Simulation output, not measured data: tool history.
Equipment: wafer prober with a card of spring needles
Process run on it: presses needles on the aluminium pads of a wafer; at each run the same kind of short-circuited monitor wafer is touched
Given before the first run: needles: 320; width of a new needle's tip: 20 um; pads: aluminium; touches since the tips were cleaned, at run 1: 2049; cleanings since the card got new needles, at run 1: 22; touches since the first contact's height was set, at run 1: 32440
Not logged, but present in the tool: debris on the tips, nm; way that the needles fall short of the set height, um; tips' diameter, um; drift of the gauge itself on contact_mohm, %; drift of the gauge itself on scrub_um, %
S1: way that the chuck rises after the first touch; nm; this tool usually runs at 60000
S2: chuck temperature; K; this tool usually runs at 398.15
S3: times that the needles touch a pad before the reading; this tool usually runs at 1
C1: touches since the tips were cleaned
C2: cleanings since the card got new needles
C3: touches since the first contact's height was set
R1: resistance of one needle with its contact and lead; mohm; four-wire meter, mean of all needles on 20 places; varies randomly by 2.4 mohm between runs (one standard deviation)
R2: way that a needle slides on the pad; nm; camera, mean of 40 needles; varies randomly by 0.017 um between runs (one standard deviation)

{"run": 1, "hour": 0.0, "S1": 60000, "S2": 398.15, "S3": 1, "C1": 2049, "C2": 22, "C3": 32440, "R1": 287, "R2": 11930}
{"hour": 17.5, "done": "tips cleaned on abrasive film"}
{"run": 2, "hour": 22.1, "S1": 60000, "S2": 398.15, "S3": 1, "C1": 1654, "C2": 23, "C3": 40360, "R1": 289, "R2": 11930}
{"hour": 42.4, "done": "tips cleaned on abrasive film"}
{"run": 3, "hour": 42.9, "S1": 60000, "S2": 398.15, "S3": 1, "C1": 200, "C2": 24, "C3": 47809, "R1": 270, "R2": 11870}
{"hour": 65.1, "done": "tips cleaned on abrasive film"}
{"run": 4, "hour": 68.0, "S1": 60000, "S2": 398.15, "S3": 1, "C1": 1030, "C2": 25, "C3": 56770, "R1": 288, "R2": 11890}
{"run": 5, "hour": 81.5, "S1": 60000, "S2": 398.15, "S3": 1, "C1": 5910, "C2": 25, "C3": 61650, "R1": 301, "R2": 11870}
{"hour": 89.9, "done": "tips cleaned on abrasive film"}
{"run": 6, "hour": 99.9, "S1": 60000, "S2": 398.15, "S3": 1, "C1": 3603, "C2": 26, "C3": 68205, "R1": 299, "R2": 11870}
{"run": 7, "hour": 110.7, "S1": 60000, "S2": 398.15, "S3": 1, "C1": 7504, "C2": 26, "C3": 72106, "R1": 305, "R2": 11860}
{"hour": 112.8, "done": "tips cleaned on abrasive film"}
{"run": 8, "hour": 122.7, "S1": 60000, "S2": 350.15, "S3": 1, "C1": 3541, "C2": 27, "C3": 76362, "R1": 280, "R2": 11880}
{"hour": 136.5, "done": "tips cleaned on abrasive film"}
{"run": 9, "hour": 149.5, "S1": 60000, "S2": 350.15, "S3": 1, "C1": 4648, "C2": 28, "C3": 85963, "R1": 290, "R2": 11850}
{"hour": 159.3, "done": "tips cleaned on abrasive film"}
{"run": 10, "hour": 169.3, "S1": 75000, "S2": 398.15, "S3": 1, "C1": 3590, "C2": 29, "C3": 93059, "R1": 277, "R2": 14840}
{"hour": 183.0, "done": "tips cleaned on abrasive film"}
{"run": 11, "hour": 188.4, "S1": 75000, "S2": 398.15, "S3": 1, "C1": 1964, "C2": 30, "C3": 99899, "R1": 271, "R2": 14820}
{"hour": 207.2, "done": "tips cleaned on abrasive film"}
{"run": 12, "hour": 210.5, "S1": 75000, "S2": 398.15, "S3": 1, "C1": 1195, "C2": 31, "C3": 107817, "R1": 272, "R2": 14820}
{"hour": 230.4, "done": "tips cleaned on abrasive film"}
{"run": 13, "hour": 236.4, "S1": 57000, "S2": 398.15, "S3": 1, "C1": 2158, "C2": 32, "C3": 117087, "R1": 291, "R2": 11210}
{"hour": 253.2, "done": "tips cleaned on abrasive film"}
{"run": 14, "hour": 261.4, "S1": 57000, "S2": 398.15, "S3": 1, "C1": 2940, "C2": 33, "C3": 126041, "R1": 297, "R2": 11200}
{"hour": 276.8, "done": "tips cleaned on abrasive film"}
{"run": 15, "hour": 287.4, "S1": 73000, "S2": 386.15, "S3": 2, "C1": 3812, "C2": 34, "C3": 135343, "R1": 273, "R2": 14390}
{"hour": 301.2, "done": "tips cleaned on abrasive film"}
{"run": 16, "hour": 311.4, "S1": 57000, "S2": 345.15, "S3": 2, "C1": 3683, "C2": 35, "C3": 143936, "R1": 277, "R2": 11190}
{"hour": 324.3, "done": "tips cleaned on abrasive film"}
{"run": 17, "hour": 331.1, "S1": 57000, "S2": 345.15, "S3": 2, "C1": 2444, "C2": 36, "C3": 150998, "R1": 269, "R2": 11200}
{"hour": 347.8, "done": "tips cleaned on abrasive film"}
{"run": 18, "hour": 356.9, "S1": 49000, "S2": 398.15, "S3": 1, "C1": 3267, "C2": 37, "C3": 160208, "R1": 311, "R2": 9580}
{"hour": 372.0, "done": "tips cleaned on abrasive film"}
{"run": 19, "hour": 374.3, "S1": 60000, "S2": 398.15, "S3": 2, "C1": 832, "C2": 38, "C3": 166457, "R1": 278, "R2": 11760}
{"hour": 395.1, "done": "tips cleaned on abrasive film"}
{"run": 20, "hour": 399.4, "S1": 48000, "S2": 313.15, "S3": 2, "C1": 1565, "C2": 39, "C3": 175452, "R1": 265, "R2": 9360}
{"hour": 402.2, "done": "height of the first contact set anew"}
{"hour": 418.2, "done": "tips cleaned on abrasive film"}
{"run": 21, "hour": 425.7, "S1": 48000, "S2": 327.15, "S3": 1, "C1": 2708, "C2": 40, "C3": 8426, "R1": 290, "R2": 9520}
{"run": 22, "hour": 440.5, "S1": 51000, "S2": 309.15, "S3": 2, "C1": 8012, "C2": 40, "C3": 13730, "R1": 280, "R2": 10150}
{"hour": 442.2, "done": "tips cleaned on abrasive film"}
{"hour": 465.0, "done": "tips cleaned on abrasive film"}
{"run": 23, "hour": 466.3, "S1": 41000, "S2": 354.15, "S3": 2, "C1": 474, "C2": 42, "C3": 22958, "R1": 273, "R2": 8150}
{"run": 24, "hour": 477.3, "S1": 41000, "S2": 354.15, "S3": 2, "C1": 4428, "C2": 42, "C3": 26912, "R1": 306, "R2": 8170}
{"hour": 488.4, "done": "tips cleaned on abrasive film"}
{"run": 25, "hour": 490.8, "S1": 63000, "S2": 311.15, "S3": 2, "C1": 879, "C2": 43, "C3": 31738, "R1": 253, "R2": 12530}
{"hour": 512.3, "done": "tips cleaned on abrasive film"}
{"run": 26, "hour": 512.3, "S1": 63000, "S2": 311.15, "S3": 2, "C1": 0, "C2": 44, "C3": 39432, "R1": 243, "R2": 12500}
{"hour": 536.8, "done": "tips cleaned on abrasive film"}
{"run": 27, "hour": 537.3, "S1": 60000, "S2": 357.15, "S3": 1, "C1": 158, "C2": 45, "C3": 48354, "R1": 262, "R2": 11900}
{"run": 28, "hour": 552.7, "S1": 57000, "S2": 393.15, "S3": 1, "C1": 5711, "C2": 45, "C3": 53907, "R1": 304, "R2": 11310}

For each entry between runs, how does the tool's hidden state at the last listed run before it compare with that at the first listed run after it?
Logged between run 1 and run 2: tips cleaned on abrasive film (hour 17.5)
  debris on the tips, nm: 32.2 -> 29.2; way that the needles fall short of the set height, um: 0.19 -> 0.23; tips' diameter, um: 20.36 -> 20.38
  measured less the result without the state, R1: +18 -> +16 mohm; R2: -30 -> -50 nm
Logged between run 2 and run 3: tips cleaned on abrasive film (hour 42.4)
  debris on the tips, nm: 29.2 -> 7.4; way that the needles fall short of the set height, um: 0.23 -> 0.29; tips' diameter, um: 20.38 -> 20.4
  measured less the result without the state, R1: +16 -> +5 mohm; R2: -50 -> -60 nm
Logged between run 3 and run 4: tips cleaned on abrasive film (hour 65.1)
  debris on the tips, nm: 7.4 -> 24.5; way that the needles fall short of the set height, um: 0.29 -> 0.33; tips' diameter, um: 20.4 -> 20.41
  measured less the result without the state, R1: +5 -> +14 mohm; R2: -60 -> -70 nm
Logged between run 5 and run 6: tips cleaned on abrasive film (hour 89.9)
  debris on the tips, nm: 59 -> 47.4; way that the needles fall short of the set height, um: 0.33 -> 0.37; tips' diameter, um: 20.41 -> 20.42
  measured less the result without the state, R1: +32 -> +27 mohm; R2: -70 -> -70 nm
Logged between run 7 and run 8: tips cleaned on abrasive film (hour 112.8)
  debris on the tips, nm: 64.9 -> 45.6; way that the needles fall short of the set height, um: 0.37 -> 0.42; tips' diameter, um: 20.42 -> 20.44
  measured less the result without the state, R1: +36 -> +27 mohm; R2: -80 -> -80 nm
Logged between run 8 and run 9: tips cleaned on abrasive film (hour 136.5)
  debris on the tips, nm: 45.6 -> 55; way that the needles fall short of the set height, um: 0.42 -> 0.46; tips' diameter, um: 20.44 -> 20.46
  measured less the result without the state, R1: +27 -> +33 mohm; R2: -80 -> -90 nm
Logged between run 9 and run 10: tips cleaned on abrasive film (hour 159.3)
  debris on the tips, nm: 55 -> 46.8; way that the needles fall short of the set height, um: 0.46 -> 0.51; tips' diameter, um: 20.46 -> 20.47
  measured less the result without the state, R1: +33 -> +18 mohm; R2: -90 -> -100 nm
Logged between run 10 and run 11: tips cleaned on abrasive film (hour 183.0)
  debris on the tips, nm: 46.8 -> 31.1; way that the needles fall short of the set height, um: 0.51 -> 0.55; tips' diameter, um: 20.47 -> 20.49
  measured less the result without the state, R1: +18 -> +11 mohm; R2: -100 -> -110 nm
Logged between run 11 and run 12: tips cleaned on abrasive film (hour 207.2)
  debris on the tips, nm: 31.1 -> 23.2; way that the needles fall short of the set height, um: 0.55 -> 0.61; tips' diameter, um: 20.49 -> 20.51
  measured less the result without the state, R1: +11 -> +9 mohm; R2: -110 -> -120 nm
Logged between run 12 and run 13: tips cleaned on abrasive film (hour 230.4)
  debris on the tips, nm: 23.2 -> 35.8; way that the needles fall short of the set height, um: 0.61 -> 0.66; tips' diameter, um: 20.51 -> 20.53
  measured less the result without the state, R1: +9 -> +22 mohm; R2: -120 -> -140 nm
Logged between run 13 and run 14: tips cleaned on abrasive film (hour 253.2)
  debris on the tips, nm: 35.8 -> 44.2; way that the needles fall short of the set height, um: 0.66 -> 0.72; tips' diameter, um: 20.53 -> 20.55
  measured less the result without the state, R1: +22 -> +28 mohm; R2: -140 -> -140 nm
Logged between run 14 and run 15: tips cleaned on abrasive film (hour 276.8)
  debris on the tips, nm: 44.2 -> 48.5; way that the needles fall short of the set height, um: 0.72 -> 0.76; tips' diameter, um: 20.55 -> 20.56
  measured less the result without the state, R1: +28 -> +12 mohm; R2: -140 -> -150 nm
Logged between run 15 and run 16: tips cleaned on abrasive film (hour 301.2)
  debris on the tips, nm: 48.5 -> 47.8; way that the needles fall short of the set height, um: 0.76 -> 0.8; tips' diameter, um: 20.56 -> 20.58
  measured less the result without the state, R1: +12 -> +20 mohm; R2: -150 -> -160 nm
Logged between run 16 and run 17: tips cleaned on abrasive film (hour 324.3)
  debris on the tips, nm: 47.8 -> 34.8; way that the needles fall short of the set height, um: 0.8 -> 0.84; tips' diameter, um: 20.58 -> 20.59
  measured less the result without the state, R1: +20 -> +15 mohm; R2: -160 -> -170 nm
Logged between run 17 and run 18: tips cleaned on abrasive film (hour 347.8)
  debris on the tips, nm: 34.8 -> 43.9; way that the needles fall short of the set height, um: 0.84 -> 0.88; tips' diameter, um: 20.59 -> 20.6
  measured less the result without the state, R1: +15 -> +37 mohm; R2: -170 -> -170 nm
Logged between run 18 and run 19: tips cleaned on abrasive film (hour 372.0)
  debris on the tips, nm: 43.9 -> 21.8; way that the needles fall short of the set height, um: 0.88 -> 0.91; tips' diameter, um: 20.6 -> 20.61
  measured less the result without the state, R1: +37 -> +8 mohm; R2: -170 -> -190 nm
Logged between run 19 and run 20: tips cleaned on abrasive film (hour 395.1)
  debris on the tips, nm: 21.8 -> 27.2; way that the needles fall short of the set height, um: 0.91 -> 0.96; tips' diameter, um: 20.61 -> 20.63
  measured less the result without the state, R1: +8 -> +17 mohm; R2: -190 -> -190 nm
Logged between run 20 and run 21: height of the first contact set anew (hour 402.2); tips cleaned on abrasive film (hour 418.2)
  debris on the tips, nm: 27.2 -> 40.8; way that the needles fall short of the set height, um: 0.96 -> 0.05; tips' diameter, um: 20.63 -> 20.65
  measured less the result without the state, R1: +17 -> +39 mohm; R2: -190 -> +0 nm
Logged between run 22 and run 23: tips cleaned on abrasive film (hour 442.2); tips cleaned on abrasive film (hour 465.0)
  debris on the tips, nm: 65.7 -> 16.1; way that the needles fall short of the set height, um: 0.05 -> 0.14; tips' diameter, um: 20.65 -> 20.68
  measured less the result without the state, R1: +34 -> +12 mohm; R2: -10 -> -30 nm
Logged between run 24 and run 25: tips cleaned on abrasive film (hour 488.4)
  debris on the tips, nm: 54.2 -> 20.2; way that the needles fall short of the set height, um: 0.14 -> 0.19; tips' diameter, um: 20.68 -> 20.7
  measured less the result without the state, R1: +41 -> +7 mohm; R2: -30 -> -30 nm
Logged between run 25 and run 26: tips cleaned on abrasive film (hour 512.3)
  debris on the tips, nm: 20.2 -> 6.4; way that the needles fall short of the set height, um: 0.19 -> 0.24; tips' diameter, um: 20.7 -> 20.71
  measured less the result without the state, R1: +7 -> +2 mohm; R2: -30 -> -50 nm
Logged between run 26 and run 27: tips cleaned on abrasive film (hour 536.8)
  debris on the tips, nm: 6.4 -> 10.5; way that the needles fall short of the set height, um: 0.24 -> 0.3; tips' diameter, um: 20.71 -> 20.74
  measured less the result without the state, R1: +2 -> +7 mohm; R2: -50 -> -50 nm
